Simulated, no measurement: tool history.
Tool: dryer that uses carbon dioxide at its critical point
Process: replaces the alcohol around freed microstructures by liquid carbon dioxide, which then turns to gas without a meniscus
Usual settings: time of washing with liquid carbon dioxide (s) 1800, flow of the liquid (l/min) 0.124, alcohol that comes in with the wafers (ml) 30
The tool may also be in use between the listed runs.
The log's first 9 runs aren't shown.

| run | hour | time of washing with liquid carbon dioxide (s) | flow of the liquid (l/min) | alcohol that comes in with the wafers (ml) | alcohol left in the vessel before it's heated (ppm by volume) |
|---|---|---|---|---|---|
| 10 | 263.2 | 1800 | 0.124 | 30 | 69 |
| 11 | 296.1 | 1800 | 0.124 | 30 | 73 |
| 12 | 317.9 | 1800 | 0.124 | 30 | 75 |
| 13 | 341.3 | 1800 | 0.124 | 30 | 78 |
| 14 | 358.1 | 1800 | 0.124 | 30 | 90 |
| 15 | 373.6 | 1800 | 0.096 | 30 | 300 |
|  | 388.6 | inlet filter changed |
| 16 | 404.5 | 1800 | 0.124 | 30 | 80 |
| 17 | 423.6 | 1800 | 0.124 | 30 | 67 |
| 18 | 439.7 | 1800 | 0.124 | 30 | 69 |
| 19 | 455.6 | 1800 | 0.124 | 30 | 64 |
| 20 | 485.3 | 2700 | 0.124 | 30 | 37 |
| 21 | 507.9 | 2700 | 0.124 | 30 | 51 |
| 22 | 541.0 | 2700 | 0.167 | 30 | 41 |
| 23 | 562.0 | 2640 | 0.110 | 62 | 58 |
| 24 | 578.6 | 1620 | 0.108 | 26 | 236 |
| 25 | 603.4 | 1620 | 0.108 | 26 | 256 |
| 26 | 629.7 | 1920 | 0.081 | 26 | 411 |
| 27 | 652.6 | 2040 | 0.180 | 58 | 56 |
| 28 | 676.1 | 2040 | 0.180 | 58 | 57 |
| 29 | 696.0 | 2040 | 0.180 | 40 | 55 |
| 30 | 719.5 | 2040 | 0.099 | 28 | 157 |

Run 31 comes next. What will it give?
| 31 | 740.8 | 2040 | 0.099 | 28 | ? |

alcohol left in the vessel before it's heated (ppm by volume): 163
Without the tool's hidden state the same run would have given alcohol left in the vessel before it's heated (ppm by volume) 83.
